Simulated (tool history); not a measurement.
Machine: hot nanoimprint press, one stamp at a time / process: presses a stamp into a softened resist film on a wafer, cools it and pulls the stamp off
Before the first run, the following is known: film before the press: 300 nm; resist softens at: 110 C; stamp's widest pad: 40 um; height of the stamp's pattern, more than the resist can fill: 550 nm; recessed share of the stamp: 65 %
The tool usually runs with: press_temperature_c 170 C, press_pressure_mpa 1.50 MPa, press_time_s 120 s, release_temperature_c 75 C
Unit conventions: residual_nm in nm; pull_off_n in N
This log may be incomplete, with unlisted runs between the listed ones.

Run 1, hour 0.0: usual settings. Result: residual_nm 158.5 nm, pull_off_n 229 N.
Run 2, hour 68.5: usual settings. Result: residual_nm 158.2 nm, pull_off_n 244 N.
At hour 121.6: plate thermocouple calibrated.
Run 3, hour 131.6: usual settings but press_temperature_c 181 C. Result: residual_nm 90.4 nm, pull_off_n 228 N.
Run 4, hour 170.5: usual settings. Result: residual_nm 152.5 nm, pull_off_n 236 N.
Run 5, hour 205.7: usual settings. Result: residual_nm 153.3 nm, pull_off_n 240 N.
Run 6, hour 247.3: usual settings but press_temperature_c 160 C. Result: residual_nm 227.7 nm, pull_off_n 245 N.
Run 7, hour 288.6: usual settings but press_time_s 73 s. Result: residual_nm 180.0 nm, pull_off_n 245 N.
Run 8, hour 326.1: usual settings but press_time_s 73 s. Result: residual_nm 183.0 nm, pull_off_n 244 N.
Run 9, hour 376.9: usual settings but release_temperature_c 74 C. Result: residual_nm 151.8 nm, pull_off_n 266 N.
Run 10, hour 443.6: usual settings but release_temperature_c 74 C. Result: residual_nm 153.9 nm, pull_off_n 275 N.
Run 11, hour 484.3: usual settings but release_temperature_c 74 C. Result: residual_nm 155.8 nm, pull_off_n 261 N.
Run 12, hour 560.5: usual settings but press_temperature_c 177 C, press_pressure_mpa 1.30 MPa, press_time_s 98 s, release_temperature_c 76 C. Result: residual_nm 129.3 nm, pull_off_n 258 N.
Run 13, hour 613.3: usual settings but press_temperature_c 177 C, press_pressure_mpa 1.30 MPa, press_time_s 98 s, release_temperature_c 76 C. Result: residual_nm 130.0 nm, pull_off_n 274 N.
At hour 637.5: stamp cleaned and given a new release coat.
Run 14, hour 656.6: usual settings but press_temperature_c 176 C, press_pressure_mpa 1.57 MPa, press_time_s 167 s, release_temperature_c 71 C. Result: residual_nm 101.5 nm, pull_off_n 211 N.
Run 15, hour 733.5: usual settings but press_temperature_c 167 C, press_pressure_mpa 1.80 MPa, press_time_s 90 s, release_temperature_c 77 C. Result: residual_nm 183.8 nm, pull_off_n 196 N.
Run 16, hour 810.2: usual settings but press_temperature_c 178 C, press_pressure_mpa 2.38 MPa, release_temperature_c 71 C. Result: residual_nm 87.7 nm, pull_off_n 233 N.
Run 17, hour 847.7: usual settings but press_temperature_c 179 C. Result: residual_nm 103.1 nm, pull_off_n 207 N.
Run 18, hour 904.5: usual settings but press_temperature_c 164 C, release_temperature_c 76 C. Result: residual_nm 204.3 nm, pull_off_n 210 N.
Run 19, hour 937.4: usual settings but press_temperature_c 164 C, release_temperature_c 76 C. Result: residual_nm 203.0 nm, pull_off_n 203 N.
Run 20, hour 1009.0: usual settings but press_temperature_c 161 C, release_temperature_c 81 C. Result: residual_nm 224.6 nm, pull_off_n 178 N.
At hour 1066.7: plate thermocouple calibrated.
At hour 1079.9: press's hydraulic seals changed and the load cell set to zero.
Run 21, hour 1079.9: usual settings but press_temperature_c 179 C, release_temperature_c 65 C. Result: residual_nm 99.7 nm, pull_off_n 284 N.

Predict each of these 5 candidate next runs independently; none follows another, all start after run 21:
Run A, hour 1142.1: usual settings but press_temperature_c 179 C, release_temperature_c 74 C. Result: residual_nm ?, pull_off_n ?.
Run B, hour 1142.1: usual settings but press_temperature_c 159 C, press_time_s 103 s. Result: residual_nm ?, pull_off_n ?.
Run C, hour 1142.1: usual settings but press_temperature_c 161 C, press_time_s 115 s, release_temperature_c 65 C. Result: residual_nm ?, pull_off_n ?.
Run D, hour 1142.1: usual settings but press_temperature_c 176 C. Result: residual_nm ?, pull_off_n ?.
Run E, hour 1142.1: usual settings but press_temperature_c 182 C, press_pressure_mpa 1.24 MPa. Result: residual_nm ?, pull_off_n ?.

run  residual_nm  pull_off_n
  A        100.1         239
  B        241.1         231
  C        222.4         291
  D        114.5         234
  E         94.3         234
Take away the tool's hidden state, keep each run's random variation, and the runs would have read:
run  residual_nm  pull_off_n
  A        100.1         200
  B        241.0         193
  C        222.3         243
  D        114.4         196
  E         94.2         195
